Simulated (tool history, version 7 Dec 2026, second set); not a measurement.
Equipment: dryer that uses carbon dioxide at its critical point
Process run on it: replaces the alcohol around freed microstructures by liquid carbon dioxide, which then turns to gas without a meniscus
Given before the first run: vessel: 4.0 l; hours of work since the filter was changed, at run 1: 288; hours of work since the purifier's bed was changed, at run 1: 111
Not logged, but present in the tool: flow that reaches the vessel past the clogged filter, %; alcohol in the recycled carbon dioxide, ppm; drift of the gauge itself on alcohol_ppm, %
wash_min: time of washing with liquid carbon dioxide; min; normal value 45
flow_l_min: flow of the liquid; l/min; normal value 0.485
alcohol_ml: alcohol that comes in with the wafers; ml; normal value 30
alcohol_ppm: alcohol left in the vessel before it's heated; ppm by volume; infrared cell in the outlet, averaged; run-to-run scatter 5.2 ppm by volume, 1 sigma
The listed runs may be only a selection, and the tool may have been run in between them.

| run | hour | wash_min | flow_l_min | alcohol_ml | hours of work since the filter was changed | hours of work since the purifier's bed was changed | alcohol_ppm |
|---|---|---|---|---|---|---|---|
| 1 | 0 | 45 | 0.485 | 30 | 288 | 111 | 162 |
|  | 4.3 | inlet filter changed |
| 2 | 16 | 45 | 0.485 | 30 | 4 | 116 | 138 |
| 3 | 25.7 | 45 | 0.485 | 30 | 7 | 120 | 147 |
| 4 | 43.2 | 45 | 0.485 | 30 | 13 | 126 | 128 |
| 5 | 51.7 | 45 | 0.303 | 30 | 16 | 129 | 513 |
| 6 | 60.4 | 45 | 0.303 | 30 | 19 | 132 | 513 |
| 7 | 77 | 45 | 0.303 | 30 | 25 | 137 | 540 |
| 8 | 87.8 | 45 | 0.303 | 30 | 29 | 141 | 536 |
| 9 | 96.5 | 45 | 0.485 | 30 | 32 | 144 | 145 |
| 10 | 112.2 | 45 | 0.485 | 30 | 37 | 149 | 143 |
| 11 | 121.3 | 45 | 0.485 | 44 | 40 | 152 | 197 |
| 12 | 132.9 | 45 | 0.485 | 44 | 44 | 156 | 193 |
| 13 | 147.5 | 45 | 0.485 | 44 | 49 | 161 | 209 |
| 14 | 159.9 | 45 | 0.485 | 44 | 53 | 166 | 199 |
| 15 | 168.9 | 45 | 0.485 | 44 | 56 | 169 | 205 |
| 16 | 177.1 | 45 | 0.485 | 44 | 59 | 172 | 202 |
| 17 | 194.1 | 45 | 0.485 | 44 | 65 | 177 | 202 |
| 18 | 202.5 | 45 | 0.485 | 30 | 68 | 180 | 165 |
| 19 | 214.6 | 45 | 0.485 | 30 | 72 | 184 | 158 |
| 20 | 228 | 45 | 0.485 | 30 | 77 | 189 | 160 |
| 21 | 245 | 45 | 0.485 | 30 | 83 | 195 | 160 |
| 22 | 253.4 | 45 | 0.485 | 30 | 85 | 198 | 172 |
| 23 | 269.1 | 52 | 0.325 | 55 | 91 | 203 | 552 |
| 24 | 279.8 | 53 | 0.625 | 81 | 95 | 207 | 106 |
| 25 | 287.7 | 45 | 0.625 | 55 | 97 | 210 | 134 |
| 26 | 298 | 34 | 0.555 | 25 | 101 | 213 | 221 |
| 27 | 310.7 | 48 | 0.485 | 30 | 105 | 217 | 154 |
| 28 | 320 | 45 | 0.471 | 49 | 108 | 221 | 251 |
| 29 | 337.8 | 34 | 0.386 | 102 | 114 | 227 | 1980 |
| 30 | 348.4 | 34 | 0.386 | 102 | 118 | 230 | 1977 |
| 31 | 355.8 | 65 | 0.293 | 70 | 121 | 233 | 479 |
| 32 | 366.8 | 47 | 0.459 | 70 | 124 | 237 | 323 |
| 33 | 382.3 | 47 | 0.459 | 70 | 130 | 242 | 330 |
| 34 | 395.8 | 37 | 0.732 | 107 | 134 | 247 | 225 |
| 35 | 414 | 34 | 0.68 | 22 | 141 | 253 | 150 |
| 36 | 427.9 | 60 | 0.382 | 30 | 145 | 258 | 173 |
| 37 | 437.5 | 60 | 0.382 | 30 | 149 | 261 | 173 |
| 38 | 451.4 | 60 | 0.382 | 30 | 153 | 266 | 174 |
| 39 | 469.5 | 45 | 0.485 | 36 | 160 | 272 | 225 |
| 40 | 483.5 | 56 | 0.485 | 36 | 164 | 277 | 135 |
| 41 | 492.8 | 45 | 0.485 | 80 | 168 | 280 | 394 |
| 42 | 503.4 | 45 | 0.485 | 80 | 171 | 284 | 379 |
| 43 | 515.4 | 45 | 0.625 | 80 | 175 | 288 | 182 |
| 44 | 522.9 | 45 | 0.625 | 80 | 178 | 290 | 193 |

Each row is a separate what-if for the run after 44, all from the same tool condition, not one after another. Results?
| A | 533 | 35 | 0.625 | 96 | 181 | 294 | ? |
| B | 533 | 45 | 0.407 | 30 | 181 | 294 | ? |
| C | 533 | 45 | 0.485 | 26 | 181 | 294 | ? |
| D | 533 | 35 | 0.546 | 80 | 181 | 294 | ? |
| E | 533 | 43 | 0.485 | 89 | 181 | 294 | ? |

| run | alcohol_ppm |
|---|---|
| A | 444 |
| B | 314 |
| C | 188 |
| D | 606 |
| E | 476 |
With the hidden condition removed and each run's random variation left untouched, the same runs would have given:
| run | alcohol_ppm |
|---|---|
| A | 292 |
| B | 187 |
| C | 76 |
| D | 434 |
| E | 321 |

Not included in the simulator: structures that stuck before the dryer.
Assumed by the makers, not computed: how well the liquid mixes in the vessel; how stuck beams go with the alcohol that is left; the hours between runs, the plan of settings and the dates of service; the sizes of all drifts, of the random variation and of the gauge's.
